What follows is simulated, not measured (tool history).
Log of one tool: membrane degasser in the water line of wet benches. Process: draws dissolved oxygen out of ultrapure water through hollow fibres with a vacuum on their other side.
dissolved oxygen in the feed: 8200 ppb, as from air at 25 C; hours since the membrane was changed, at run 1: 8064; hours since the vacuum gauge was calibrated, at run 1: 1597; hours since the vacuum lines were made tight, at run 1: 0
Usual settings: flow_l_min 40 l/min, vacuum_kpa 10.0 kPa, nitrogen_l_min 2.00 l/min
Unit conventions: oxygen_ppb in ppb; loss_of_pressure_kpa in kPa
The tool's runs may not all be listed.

run    hour  flow_l_min  vacuum_kpa  nitrogen_l_min  hours since the membrane was changed  hours since the vacuum gauge was calibrated  hours since the vacuum lines were made tight  oxygen_ppb  loss_of_pressure_kpa
  1     0.0          40        10.0            2.00                                  8064                                         1597                                             0       300.2                 39.90
  2   156.1          40         9.2            2.00                                  8220                                         1753                                           156       266.0                 40.20
  3   324.6          40         9.2            2.00                                  8389                                         1921                                           325       266.7                 40.28
  4   501.5          26        10.0            2.00                                  8566                                         2098                                           501       206.7                 26.08
      725.7  -- membrane cartridge changed
  5   730.3          26        10.0            2.00                                     5                                         2323                                           726       203.6                 23.90
      751.9  -- vacuum gauge calibrated
  6   874.2          26        10.0            2.00                                   148                                          122                                           870       205.8                 23.89
  7  1114.1          40        10.0            2.00                                   388                                          362                                          1110       300.2                 37.15
  8  1368.9          40        10.0            3.00                                   643                                          617                                          1364       211.6                 36.72
     1542.1  -- vacuum gauge calibrated, once more
  9  1632.8          40        10.0            3.00                                   906                                           91                                          1628       209.2                 36.88
 10  1838.2          34        12.2            2.00                                  1112                                          296                                          1833       337.9                 31.65
 11  2049.4          34        12.2            2.00                                  1323                                          507                                          2044       337.5                 31.59
 12  2280.5          32         8.2            4.89                                  1554                                          738                                          2276        80.1                 29.77
 13  2404.9          32         8.2            4.89                                  1678                                          863                                          2400        81.1                 30.10
 14  2682.2          54        23.9            1.08                                  1956                                         1140                                          2677      1653.1                 50.43
 15  2850.1          59        11.5            2.00                                  2123                                         1308                                          2845       500.0                 55.47
 16  3120.7          59        11.5            2.00                                  2394                                         1579                                          3116       504.5                 55.49
 17  3354.2          29         9.0            5.18                                  2628                                         1812                                          3349        80.4                 27.40

Below, some changes in oxygen_ppb between adjacent runs. For each, the amount present without the hidden state too (settings, incoming material, random variation) and the amount remaining for the hidden state with gauge scatter not shared by both compared results:
Hidden conditions of the tool in this case: membrane still open, %; true pressure behind the membrane over the reading, kPa; air that leaks in behind the membrane, l/min; drift of the gauge itself on oxygen_ppb, %; drift of the gauge itself on loss_of_pressure_kpa, %.
Run 8 -> 9: vacuum gauge calibrated, once more. oxygen_ppb -2.4 ppb: hidden state -4.1, all else +1.7.
Run 13 -> 14: flow_l_min 32 -> 54, vacuum_kpa 8.2 -> 23.9, nitrogen_l_min 4.89 -> 1.08. oxygen_ppb +1572.0 ppb: hidden state +3.0, all else +1569.0.
